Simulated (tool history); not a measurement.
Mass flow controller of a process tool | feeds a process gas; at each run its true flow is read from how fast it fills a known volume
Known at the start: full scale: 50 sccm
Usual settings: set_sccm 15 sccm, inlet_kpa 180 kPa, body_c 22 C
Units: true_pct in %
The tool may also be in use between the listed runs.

run   hour  set_sccm  inlet_kpa  body_c  true_pct
  1    0.0        15        180      22     99.10
  2  107.8        15        180      22     99.12
  3  182.5        15        180      22     99.14
  4  261.3        15        180      22     99.22
  5  316.6        15        212      22     99.02
  6  386.8        15        212      22     99.00
  7  470.7        19        165      21     99.43
  8  556.0        17        165      21     99.38
  9  642.5        19        244      22     98.79
 10  763.9        40        159      25     99.98

Forecast run 11:
 11  819.3        20        224      25         ?

{"run 11": {"true_pct": 98.74}}
Without the tool's hidden state the same run would have given true_pct 97.88 %.
